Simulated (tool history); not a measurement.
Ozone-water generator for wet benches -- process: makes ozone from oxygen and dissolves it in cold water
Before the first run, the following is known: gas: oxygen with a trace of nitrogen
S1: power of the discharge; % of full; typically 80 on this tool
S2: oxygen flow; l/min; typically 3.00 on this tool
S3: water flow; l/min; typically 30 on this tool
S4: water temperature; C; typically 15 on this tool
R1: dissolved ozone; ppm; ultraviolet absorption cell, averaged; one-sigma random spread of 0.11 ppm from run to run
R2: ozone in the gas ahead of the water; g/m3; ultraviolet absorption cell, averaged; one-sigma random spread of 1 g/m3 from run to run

run 1 day=0.000 | S1=80 S2=3.00 S3=30 S4=15 | R1=9.0 R2=175.5
run 2 day=7.638 | S1=80 S2=3.00 S3=30 S4=15 | R1=9.2 R2=174.9
run 3 day=13.412 | S1=80 S2=3.00 S3=30 S4=15 | R1=9.0 R2=174.5
run 4 day=20.404 | S1=80 S2=3.00 S3=30 S4=15 | R1=9.0 R2=175.7
run 5 day=25.721 | S1=80 S2=3.00 S3=30 S4=15 | R1=9.1 R2=176.3
run 6 day=31.875 | S1=80 S2=3.00 S3=30 S4=15 | R1=9.4 R2=173.7
run 7 day=39.146 | S1=80 S2=3.00 S3=30 S4=15 | R1=9.2 R2=176.6
run 8 day=47.896 | S1=86 S2=3.00 S3=30 S4=15 | R1=9.4 R2=182.1
run 9 day=53.125 | S1=86 S2=3.00 S3=30 S4=15 | R1=9.5 R2=183.1
run 10 day=60.088 | S1=86 S2=3.00 S3=30 S4=14 | R1=9.4 R2=184.1
run 11 day=66.412 | S1=86 S2=3.00 S3=30 S4=14 | R1=9.4 R2=183.2
run 12 day=71.333 | S1=80 S2=3.00 S3=30 S4=15 | R1=9.1 R2=175.6
run 13 day=75.742 | S1=80 S2=3.00 S3=30 S4=15 | R1=9.2 R2=175.3
run 14 day=82.071 | S1=80 S2=3.00 S3=30 S4=15 | R1=8.9 R2=174.9
run 15 day=87.900 | S1=80 S2=3.00 S3=30 S4=13 | R1=9.3 R2=175.5
run 16 day=93.225 | S1=80 S2=3.00 S3=30 S4=17 | R1=8.8 R2=175.3
run 17 day=98.788 | S1=58 S2=2.26 S3=41 S4=9 | R1=5.1 R2=175.2
run 18 day=106.396 | S1=47 S2=3.00 S3=30 S4=13 | R1=6.7 R2=126.1
run 19 day=112.150 | S1=47 S2=3.00 S3=30 S4=13 | R1=6.7 R2=127.6
run 20 day=119.950 | S1=44 S2=2.17 S3=30 S4=12 | R1=6.2 R2=153.7
run 21 day=127.196 | S1=44 S2=2.17 S3=30 S4=12 | R1=6.2 R2=154.6
run 22 day=132.312 | S1=80 S2=3.80 S3=30 S4=18 | R1=9.0 R2=147.5
run 23 day=140.958 | S1=47 S2=3.86 S3=31 S4=11 | R1=6.5 R2=106.7
run 24 day=145.329 | S1=50 S2=3.00 S3=30 S4=15 | R1=6.6 R2=131.2
run 25 day=149.358 | S1=50 S2=3.00 S3=30 S4=15 | R1=6.9 R2=132.2
run 26 day=158.442 | S1=80 S2=3.00 S3=40 S4=14 | R1=6.5 R2=175.5
run 27 day=164.925 | S1=80 S2=3.00 S3=33 S4=16 | R1=8.0 R2=175.6
run 28 day=173.912 | S1=80 S2=3.00 S3=33 S4=16 | R1=8.0 R2=175.3
run 29 day=181.133 | S1=42 S2=3.00 S3=33 S4=8 | R1=5.7 R2=118.2
run 30 day=186.362 | S1=59 S2=2.65 S3=25 S4=8 | R1=9.5 R2=160.0
run 31 day=191.208 | S1=41 S2=1.81 S3=41 S4=15 | R1=4.1 R2=164.8
run 32 day=198.825 | S1=80 S2=4.64 S3=20 S4=15 | R1=13.2 R2=129.2

Withheld: 2 entries from between the runs. Position of each, and hidden state at the listed run before versus the listed run after:
Run 8 -> run 9: water thermometer calibrated (day 48.767)
  no hidden state differs between the two runs
Run 12 -> run 13: contactor cleaned (day 74.404)
  contactor's efficiency, % of a clean one's: 99.9 -> 100
